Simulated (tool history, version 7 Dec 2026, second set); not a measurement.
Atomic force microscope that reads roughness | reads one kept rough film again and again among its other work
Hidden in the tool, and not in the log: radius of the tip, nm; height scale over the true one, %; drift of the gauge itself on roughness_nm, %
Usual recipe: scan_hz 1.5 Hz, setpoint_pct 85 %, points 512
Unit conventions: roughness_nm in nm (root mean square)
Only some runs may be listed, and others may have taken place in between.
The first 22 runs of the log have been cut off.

run     day  scan_hz  setpoint_pct  points  pictures with this tip  hours of work since the height scale was calibrated  roughness_nm
 23  13.433     1.48            72     700                     141                                                  584         1.812
 24  13.912      1.5            85     582                     150                                                  590         1.699
 25  14.733     2.01            85     582                     165                                                  600         1.617
 26  15.375     2.01            85     582                     177                                                  608         1.633
 27  15.833     2.01            85     582                     185                                                  613         1.622
 28  16.333     1.83            68     358                     194                                                  620         1.809
 29  17.158      0.5            68     358                     209                                                  630         1.894
 30  17.688      0.5            68     358                     219                                                  636         1.894
 31  18.283     1.71            85     329                     230                                                  643         1.659
 32  18.708     1.27            63     512                     237                                                  648         1.874
 33  19.583     1.27            87     456                     253                                                  659         1.708
 34  20.133     0.54            84     455                     263                                                  666          1.84

Forecast run 35:
 35  20.867     2.19            85     650                     276                                                  674             ?

roughness_nm: 1.595 nm (root mean square)
Minus the tool's unlogged condition, the same run would have read roughness_nm 1.6 nm (root mean square).
